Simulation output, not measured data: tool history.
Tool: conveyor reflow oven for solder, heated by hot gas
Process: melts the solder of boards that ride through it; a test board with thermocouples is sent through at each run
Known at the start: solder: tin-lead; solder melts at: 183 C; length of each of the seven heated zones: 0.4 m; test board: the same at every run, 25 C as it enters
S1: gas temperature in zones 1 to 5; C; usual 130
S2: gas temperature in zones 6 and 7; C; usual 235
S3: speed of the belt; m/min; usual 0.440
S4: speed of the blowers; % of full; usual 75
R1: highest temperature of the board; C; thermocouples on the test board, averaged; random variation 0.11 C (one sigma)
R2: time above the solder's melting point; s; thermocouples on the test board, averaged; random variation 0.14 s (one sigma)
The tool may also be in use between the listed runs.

| run | hour | S1 | S2 | S3 | S4 | R1 | R2 |
|---|---|---|---|---|---|---|---|
| 1 | 0.0 | 130 | 235 | 0.440 | 75 | 220.4 | 83.7 |
|  | 33.2 | flux residue cleaned out of gas plates and filters |
| 2 | 59.4 | 130 | 235 | 0.440 | 75 | 222.7 | 86.5 |
| 3 | 86.4 | 130 | 235 | 0.440 | 75 | 222.6 | 86.3 |
| 4 | 124.1 | 130 | 235 | 0.440 | 75 | 222.7 | 86.0 |
|  | 139.1 | belt drive overhauled, speed set with a stopwatch |
| 5 | 160.8 | 130 | 235 | 0.440 | 85 | 223.4 | 86.1 |
| 6 | 215.5 | 130 | 235 | 0.440 | 85 | 223.0 | 85.5 |
| 7 | 264.9 | 130 | 237 | 0.440 | 75 | 223.0 | 85.2 |
| 8 | 307.9 | 130 | 237 | 0.440 | 75 | 223.0 | 84.6 |
| 9 | 352.9 | 130 | 235 | 0.440 | 84 | 222.3 | 84.9 |
| 10 | 406.3 | 126 | 235 | 0.373 | 75 | 225.1 | 102.3 |
|  | 461.2 | flux residue cleaned out of gas plates and filters |
| 11 | 470.2 | 126 | 235 | 0.373 | 75 | 226.6 | 104.9 |
| 12 | 528.8 | 136 | 243 | 0.440 | 75 | 230.6 | 94.6 |
| 13 | 577.4 | 138 | 223 | 0.398 | 75 | 215.0 | 91.8 |
| 14 | 612.7 | 124 | 227 | 0.395 | 67 | 215.8 | 85.7 |
| 15 | 666.2 | 116 | 227 | 0.382 | 67 | 215.7 | 85.2 |
| 16 | 726.8 | 116 | 227 | 0.382 | 67 | 215.3 | 84.8 |
| 17 | 753.5 | 132 | 235 | 0.429 | 51 | 217.5 | 82.2 |

5 ways to go on from here, each from the tool as it stands after run 17. What would each give?
| A | 796.6 | 122 | 236 | 0.509 | 51 | ? | ? |
| B | 796.6 | 132 | 237 | 0.407 | 73 | ? | ? |
| C | 796.6 | 132 | 229 | 0.429 | 55 | ? | ? |
| D | 796.6 | 132 | 235 | 0.429 | 57 | ? | ? |
| E | 796.6 | 138 | 235 | 0.429 | 59 | ? | ? |

| run | R1 | R2 |
|---|---|---|
| A | 209.1 | 54.3 |
| B | 225.5 | 96.3 |
| C | 213.3 | 77.0 |
| D | 219.0 | 83.9 |
| E | 220.6 | 88.9 |
Without the tool's hidden state the same runs would have given:
| run | R1 | R2 |
|---|---|---|
| A | 210.1 | 55.4 |
| B | 226.0 | 96.1 |
| C | 213.7 | 77.3 |
| D | 219.5 | 83.9 |
| E | 221.0 | 88.7 |
